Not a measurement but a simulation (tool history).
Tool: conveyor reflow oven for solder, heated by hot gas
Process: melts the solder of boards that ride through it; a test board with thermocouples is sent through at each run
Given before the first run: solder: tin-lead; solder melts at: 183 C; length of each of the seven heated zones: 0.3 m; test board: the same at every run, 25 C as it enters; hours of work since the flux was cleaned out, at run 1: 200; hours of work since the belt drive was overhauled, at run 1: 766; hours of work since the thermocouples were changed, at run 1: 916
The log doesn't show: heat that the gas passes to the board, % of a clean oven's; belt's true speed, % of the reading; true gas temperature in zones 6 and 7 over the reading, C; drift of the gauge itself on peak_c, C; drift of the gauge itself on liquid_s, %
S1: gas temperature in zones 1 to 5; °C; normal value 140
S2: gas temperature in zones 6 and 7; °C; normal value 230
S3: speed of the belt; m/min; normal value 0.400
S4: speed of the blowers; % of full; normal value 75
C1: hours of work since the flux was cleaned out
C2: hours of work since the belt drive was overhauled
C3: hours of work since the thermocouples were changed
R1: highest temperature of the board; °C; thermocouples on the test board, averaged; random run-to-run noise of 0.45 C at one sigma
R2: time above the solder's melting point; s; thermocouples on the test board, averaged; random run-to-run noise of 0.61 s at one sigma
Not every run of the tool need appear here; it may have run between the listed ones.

run,hour,S1,S2,S3,S4,C1,C2,C3,R1,R2
1,0.0,140,230,0.400,75,200,766,916,214.5,66.2
2,57.2,140,230,0.393,75,226,792,942,215.1,69.2
3,93.8,140,230,0.393,75,242,809,959,215.0,68.9
4,121.3,140,230,0.393,75,255,822,971,214.8,69.0
5,159.8,140,230,0.393,75,272,839,989,214.4,68.8
6,194.6,140,230,0.400,75,288,855,1005,214.5,65.3
7,235.6,140,230,0.400,75,307,874,1023,213.7,65.0
8,294.2,141,230,0.400,75,333,900,1050,214.0,66.6
9,349.1,140,230,0.400,75,358,925,1075,213.6,65.9
10,393.3,140,230,0.388,75,378,945,1095,214.6,68.5
11,429.4,140,230,0.388,75,395,962,1111,214.3,67.7
12,481.6,143,230,0.388,75,419,985,1135,214.9,69.4
13,506.3,143,230,0.388,75,430,997,1146,214.7,69.3
14,549.0,140,230,0.400,75,449,1016,1166,213.2,63.6
# hour 563.4: flux residue cleaned out of gas plates and filters
15,583.0,147,230,0.400,75,9,1029,1179,218.1,72.2
# hour 600.6: thermocouples of zones 6 and 7 changed
16,623.8,132,232,0.400,75,27,1047,11,215.7,64.8
17,672.9,132,230,0.446,73,49,1069,33,208.2,50.6
18,714.3,143,218,0.415,56,68,1088,52,199.9,45.4
19,739.6,143,218,0.415,88,79,1100,63,204.0,58.0
20,777.7,143,218,0.415,88,97,1117,81,205.8,57.5
21,815.5,140,230,0.474,75,114,1134,98,208.7,50.2
22,847.3,155,239,0.400,50,128,1149,112,218.2,77.3
23,904.7,155,239,0.400,50,154,1175,138,217.9,77.0
24,951.7,130,225,0.400,75,176,1196,160,207.6,54.8
25,995.7,134,242,0.400,76,196,1216,180,222.3,70.9
26,1031.2,134,242,0.400,76,212,1232,196,222.5,72.8
27,1076.2,134,242,0.400,76,232,1253,216,222.2,71.1
28,1120.6,140,230,0.418,89,252,1273,236,214.2,64.7
29,1154.6,153,236,0.418,89,268,1288,252,220.9,76.5
30,1215.2,140,230,0.442,75,296,1316,279,209.0,54.5

What differs in the tool's unlogged condition from the final listed run ahead of each entry between runs to the first listed run following it?
Between runs 14 and 15: flux residue cleaned out of gas plates and filters (hour 563.4)
  heat that the gas passes to the board, % of a clean oven's: 86.3 -> 99.6; belt's true speed, % of the reading: 97.92 -> 97.9; true gas temperature in zones 6 and 7 over the reading, C: 2.46 -> 2.49
  what was measured, less what the result would be without the hidden state, R1: -1.5 -> +2.6 °C; R2: -1.1 -> +3.8 s
Between runs 15 and 16: thermocouples of zones 6 and 7 changed (hour 600.6)
  heat that the gas passes to the board, % of a clean oven's: 99.6 -> 99; belt's true speed, % of the reading: 97.9 -> 97.86; true gas temperature in zones 6 and 7 over the reading, C: 2.49 -> -0.03
  what was measured, less what the result would be without the hidden state, R1: +2.6 -> +0.4 °C; R2: +3.8 -> +1.9 s

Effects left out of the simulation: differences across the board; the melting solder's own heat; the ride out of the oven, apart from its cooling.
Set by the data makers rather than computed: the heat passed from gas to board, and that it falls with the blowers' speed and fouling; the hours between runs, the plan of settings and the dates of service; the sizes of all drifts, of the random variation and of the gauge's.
